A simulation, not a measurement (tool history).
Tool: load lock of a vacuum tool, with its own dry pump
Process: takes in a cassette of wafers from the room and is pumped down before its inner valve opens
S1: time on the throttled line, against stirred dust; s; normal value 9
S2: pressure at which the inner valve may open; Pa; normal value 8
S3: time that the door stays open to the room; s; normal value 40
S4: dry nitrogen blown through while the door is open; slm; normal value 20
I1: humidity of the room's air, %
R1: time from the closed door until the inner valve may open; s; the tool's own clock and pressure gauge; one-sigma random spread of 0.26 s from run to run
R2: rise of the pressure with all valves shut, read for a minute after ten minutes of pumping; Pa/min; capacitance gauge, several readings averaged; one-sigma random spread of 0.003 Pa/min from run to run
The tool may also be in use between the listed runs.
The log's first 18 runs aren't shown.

{"run": 19, "hour": 1852.9, "S1": 8, "S2": 14, "S3": 192, "S4": 13, "I1": 46.4, "R1": 19.9, "R2": 0.457}
{"run": 20, "hour": 1919.2, "S1": 8, "S2": 14, "S3": 192, "S4": 9, "I1": 45.2, "R1": 19.7, "R2": 0.479}
{"run": 21, "hour": 2022.2, "S1": 9, "S2": 8, "S3": 35, "S4": 20, "I1": 44.3, "R1": 21.0, "R2": 0.415}
{"run": 22, "hour": 2134.6, "S1": 9, "S2": 8, "S3": 35, "S4": 20, "I1": 46.2, "R1": 21.3, "R2": 0.422}
{"run": 23, "hour": 2247.5, "S1": 12, "S2": 7, "S3": 29, "S4": 24, "I1": 43.0, "R1": 23.6, "R2": 0.423}
{"run": 24, "hour": 2335.1, "S1": 6, "S2": 7, "S3": 118, "S4": 8, "I1": 44.0, "R1": 19.2, "R2": 0.484}
{"run": 25, "hour": 2399.5, "S1": 6, "S2": 7, "S3": 118, "S4": 8, "I1": 46.9, "R1": 19.3, "R2": 0.497}
{"run": 26, "hour": 2465.1, "S1": 6, "S2": 7, "S3": 118, "S4": 8, "I1": 44.8, "R1": 19.7, "R2": 0.477}
{"run": 27, "hour": 2581.0, "S1": 6, "S2": 7, "S3": 118, "S4": 8, "I1": 46.7, "R1": 19.5, "R2": 0.504}
{"run": 28, "hour": 2689.4, "S1": 6, "S2": 7, "S3": 27, "S4": 8, "I1": 45.0, "R1": 19.6, "R2": 0.471}
{"run": 29, "hour": 2809.9, "S1": 6, "S2": 7, "S3": 27, "S4": 8, "I1": 43.2, "R1": 19.8, "R2": 0.481}
{"run": 30, "hour": 2908.5, "S1": 9, "S2": 8, "S3": 40, "S4": 20, "I1": 46.2, "R1": 21.5, "R2": 0.469}

Consider 5 possible next runs. They are alternatives, not a sequence: every one starts from the tool as it was left by run 30. What does each give?
{"run": "A", "hour": 2977.7, "S1": 6, "S2": 8, "S3": 40, "S4": 11, "I1": 46.5, "R1": "?", "R2": "?"}
{"run": "B", "hour": 2977.7, "S1": 9, "S2": 8, "S3": 117, "S4": 20, "I1": 43.0, "R1": "?", "R2": "?"}
{"run": "C", "hour": 2977.7, "S1": 9, "S2": 7, "S3": 40, "S4": 20, "I1": 42.3, "R1": "?", "R2": "?"}
{"run": "D", "hour": 2977.7, "S1": 10, "S2": 8, "S3": 89, "S4": 6, "I1": 38.1, "R1": "?", "R2": "?"}
{"run": "E", "hour": 2977.7, "S1": 9, "S2": 13, "S3": 40, "S4": 20, "I1": 40.8, "R1": "?", "R2": "?"}

run=A R1=19.6 R2=0.499
run=B R1=21.7 R2=0.499
run=C R1=21.6 R2=0.473
run=D R1=22.7 R2=0.500
run=E R1=20.7 R2=0.478
Stripped of hidden state, with their random variation kept, the same runs would have yielded:
run=A R1=18.6 R2=0.070
run=B R1=20.8 R2=0.078
run=C R1=20.7 R2=0.056
run=D R1=21.8 R2=0.085
run=E R1=19.9 R2=0.051
